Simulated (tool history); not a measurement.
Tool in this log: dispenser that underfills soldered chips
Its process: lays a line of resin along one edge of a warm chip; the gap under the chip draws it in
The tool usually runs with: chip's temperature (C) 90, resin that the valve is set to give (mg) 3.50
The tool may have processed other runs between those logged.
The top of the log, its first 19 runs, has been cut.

run	day	chip's temperature (C)	resin that the valve is set to give (mg)	hours of work since the syringe was changed	hours of work since the valve was cleaned	hours of work since the stage was calibrated	time until the resin shows at the far edge (s)	resin that the valve gave (mg)
# day 8.646: new syringe of resin
20	8.904	78	4.36	4	26	257	73.3	4.25
# day 9.025: new syringe of resin
# day 9.358: new syringe of resin
21	9.358	93	3.10	0	34	265	31.3	3.04
# day 9.696: new syringe of resin
# day 9.871: dispensing valve cleaned and set on the balance
22	9.933	102	4.21	3	1	274	28.0	4.21
# day 10.071: new syringe of resin
23	10.275	104	3.69	3	7	279	26.7	3.66
# day 10.421: new syringe of resin
24	10.604	82	3.21	3	12	285	56.3	3.15
# day 10.762: new syringe of resin
# day 11.096: new syringe of resin
25	11.183	82	3.21	2	22	294	50.0	3.16
# day 11.462: new syringe of resin
26	11.612	82	3.21	3	29	301	55.5	3.14
# day 11.838: new syringe of resin
27	11.979	97	4.27	2	35	307	31.4	4.16
# day 12.192: new syringe of resin
# day 12.400: dispensing valve cleaned and set on the balance
28	12.467	96	3.14	4	1	315	37.1	3.12
# day 12.604: new syringe of resin
# day 12.938: new syringe of resin
29	13.146	96	3.14	4	12	326	35.9	3.13
# day 13.321: new syringe of resin
# day 13.692: new syringe of resin
30	13.817	99	3.31	2	23	337	28.8	3.23
# day 14.062: new syringe of resin
# day 14.417: new syringe of resin
31	14.446	99	3.31	1	34	347	25.3	3.24
# day 14.796: new syringe of resin
# day 14.908: stage's temperature calibrated
32	14.908	99	3.12	1	41	0	25.6	3.01
# day 15.008: dispensing valve cleaned and set on the balance
# day 15.262: new syringe of resin
33	15.521	90	3.84	4	9	10	45.0	3.82

Alternative continuations, all from the tool just after run 33; predict every row:
# day 15.600: new syringe of resin
# day 15.958: new syringe of resin
A	16.033	87	3.83	1	17	18	?	?
# day 15.600: new syringe of resin
# day 15.958: new syringe of resin
B	16.033	90	4.48	1	17	18	?	?
# day 15.600: new syringe of resin
# day 15.958: new syringe of resin
C	16.033	77	3.65	1	17	18	?	?

run	time until the resin shows at the far edge (s)	resin that the valve gave (mg)
A	39.4	3.78
B	34.2	4.41
C	55.8	3.59
What these runs would have given with no unlogged condition in the tool:
run	time until the resin shows at the far edge (s)	resin that the valve gave (mg)
A	35.8	3.83
B	31.0	4.47
C	50.6	3.64
